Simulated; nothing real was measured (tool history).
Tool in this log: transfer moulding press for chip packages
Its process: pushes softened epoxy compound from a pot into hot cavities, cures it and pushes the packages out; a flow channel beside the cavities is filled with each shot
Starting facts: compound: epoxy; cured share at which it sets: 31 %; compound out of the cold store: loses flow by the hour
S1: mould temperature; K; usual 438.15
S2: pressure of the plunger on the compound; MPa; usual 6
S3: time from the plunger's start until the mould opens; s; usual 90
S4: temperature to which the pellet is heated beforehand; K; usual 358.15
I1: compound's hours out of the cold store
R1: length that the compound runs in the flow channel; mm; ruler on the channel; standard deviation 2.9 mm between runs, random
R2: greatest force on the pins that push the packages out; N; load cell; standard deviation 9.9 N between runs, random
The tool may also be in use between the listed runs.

| run | hour | S1 | S2 | S3 | S4 | I1 | R1 | R2 |
|---|---|---|---|---|---|---|---|---|
| 1 | 0 | 438.15 | 6 | 90 | 358.15 | 25.9 | 625 | 488 |
| 2 | 19.1 | 438.15 | 6 | 90 | 358.15 | 18.5 | 656 | 657 |
| 3 | 53.4 | 438.15 | 6 | 90 | 358.15 | 18.8 | 654 | 884 |
|  | 57.8 | cavities cleaned with cleaning compound and waxed |
|  | 76.8 | plunger's sealing rings changed |
| 4 | 91.7 | 438.15 | 6.11 | 90 | 358.15 | 47 | 561 | 739 |
|  | 119.8 | cavities cleaned with cleaning compound and waxed |
| 5 | 125 | 438.15 | 6 | 90 | 348.15 | 17.5 | 673 | 587 |
| 6 | 154.3 | 438.15 | 6 | 90 | 348.15 | 23.5 | 645 | 809 |
|  | 178.6 | cavities cleaned with cleaning compound and waxed |
| 7 | 179.9 | 438.15 | 6 | 90 | 348.15 | 24.9 | 635 | 507 |
| 8 | 207.3 | 446.15 | 6.89 | 90 | 361.15 | 37.9 | 609 | 619 |
|  | 237.1 | cavities cleaned with cleaning compound and waxed |
| 9 | 237.9 | 433.15 | 4.88 | 90 | 351.15 | 10.3 | 634 | 744 |
| 10 | 277.1 | 433.15 | 4.88 | 90 | 351.15 | 36.9 | 531 | 1119 |
|  | 296.5 | plunger's sealing rings changed |
|  | 298 | cavities cleaned with cleaning compound and waxed |
| 11 | 313.2 | 433.15 | 4.88 | 90 | 351.15 | 27.4 | 578 | 930 |

Below are 5 alternative next runs, each starting from the tool's condition after run 11. Predict each:
| A | 344.9 | 438.15 | 6 | 100 | 357.15 | 43.8 | ? | ? |
| B | 344.9 | 432.15 | 5.83 | 90 | 358.15 | 32.5 | ? | ? |
| C | 344.9 | 433.15 | 4.88 | 104 | 351.15 | 15.8 | ? | ? |
| D | 344.9 | 438.15 | 5.68 | 78 | 352.15 | 9.8 | ? | ? |
| E | 344.9 | 445.15 | 6 | 73 | 367.15 | 9.4 | ? | ? |

| run | R1 | R2 |
|---|---|---|
| A | 564 | 773 |
| B | 609 | 1236 |
| C | 615 | 957 |
| D | 684 | 1291 |
| E | 699 | 895 |
Stripped of hidden state, with their random variation kept, the same runs would have yielded:
| run | R1 | R2 |
|---|---|---|
| A | 567 | 414 |
| B | 611 | 623 |
| C | 618 | 490 |
| D | 687 | 648 |
| E | 702 | 461 |
